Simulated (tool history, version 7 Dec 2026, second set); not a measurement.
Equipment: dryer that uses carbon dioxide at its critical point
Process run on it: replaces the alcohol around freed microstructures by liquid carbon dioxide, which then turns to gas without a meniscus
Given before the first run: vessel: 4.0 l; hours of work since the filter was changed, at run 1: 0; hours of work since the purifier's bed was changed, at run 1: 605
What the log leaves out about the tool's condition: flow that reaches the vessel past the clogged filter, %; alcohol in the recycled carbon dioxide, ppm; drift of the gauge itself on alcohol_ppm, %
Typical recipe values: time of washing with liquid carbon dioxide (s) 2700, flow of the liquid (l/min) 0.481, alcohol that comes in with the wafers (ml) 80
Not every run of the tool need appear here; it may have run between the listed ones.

run   hour  time of washing with liquid carbon dioxide (s)  flow of the liquid (l/min)  alcohol that comes in with the wafers (ml)  hours of work since the filter was changed  hours of work since the purifier's bed was changed  alcohol left in the vessel before it's heated (ppm by volume)
  1      0                                            2700                       0.481                                          80                                           0                                                 605                                                            423
  2   18.7                                            2700                       0.414                                          80                                          13                                                 618                                                            696
  3   37.2                                            2700                       0.414                                          80                                          26                                                 631                                                            693
  4   55.9                                            4080                       0.414                                          80                                          39                                                 644                                                            233
  5   76.1                                            1920                       0.481                                          80                                          53                                                 658                                                           1267
  6  106.5                                            1920                       0.481                                          49                                          74                                                 679                                                            830
  7  138.7                                            2700                       0.481                                          80                                          97                                                 702                                                            510
  8  161.9                                            2700                       0.481                                          80                                         113                                                 718                                                            533
  9  196.4                                            2700                       0.481                                          80                                         137                                                 742                                                            557
 10  229.7                                            2700                       0.481                                          80                                         161                                                 766                                                            575
 11    260                                            2700                       0.797                                          80                                         182                                                 787                                                            185
 12  274.3                                            2700                       0.797                                          80                                         192                                                 797                                                            193
 13  304.8                                            2700                       0.797                                          80                                         213                                                 818                                                            201
 14  338.3                                            2700                       0.797                                          80                                         236                                                 841                                                            203
 15  370.6                                            2700                       0.481                                         108                                         259                                                 864                                                            881
       374  -- inlet filter changed
 16  403.6                                            2700                       0.481                                         108                                          21                                                 886                                                            633
 17  436.4                                            2460                        0.42                                          31                                          44                                                 909                                                            473
 18  459.3                                            2700                       0.373                                          77                                          60                                                 925                                                           1035
 19  474.1                                            1980                       0.456                                          79                                          70                                                 936                                                           1398
 20  502.8                                            1920                       0.549                                          56                                          90                                                 956                                                            741
 21  536.8                                            1920                       0.549                                          56                                         114                                                 979                                                            786
 22    552                                            3480                       0.654                                         116                                         124                                                 990                                                            215
     572.2  -- purifier's bed changed
 23  578.2                                            2700                       0.683                                          31                                         141                                                   4                                                             38
 24  605.3                                            2340                       0.528                                          57                                         160                                                  23                                                            403
 25  634.1                                            1680                       0.733                                          90                                         180                                                  43                                                            675
 26  657.4                                            4200                       0.498                                          41                                         196                                                  60                                                             39
 27    679                                            4200                       0.498                                          41                                         211                                                  75                                                             42
 28  713.7                                            3120                       0.462                                         110                                         235                                                  99                                                            501

The next listed run, before its measurement:
 29  747.1                                            2700                       0.693                                          70                                         259                                                 122                                                              ?

{"run 29": {"alcohol left in the vessel before it's heated (ppm by volume)": 124}}
With the hidden condition absent and the run-to-run variation left alone, this run would have shown alcohol left in the vessel before it's heated (ppm by volume) 47.

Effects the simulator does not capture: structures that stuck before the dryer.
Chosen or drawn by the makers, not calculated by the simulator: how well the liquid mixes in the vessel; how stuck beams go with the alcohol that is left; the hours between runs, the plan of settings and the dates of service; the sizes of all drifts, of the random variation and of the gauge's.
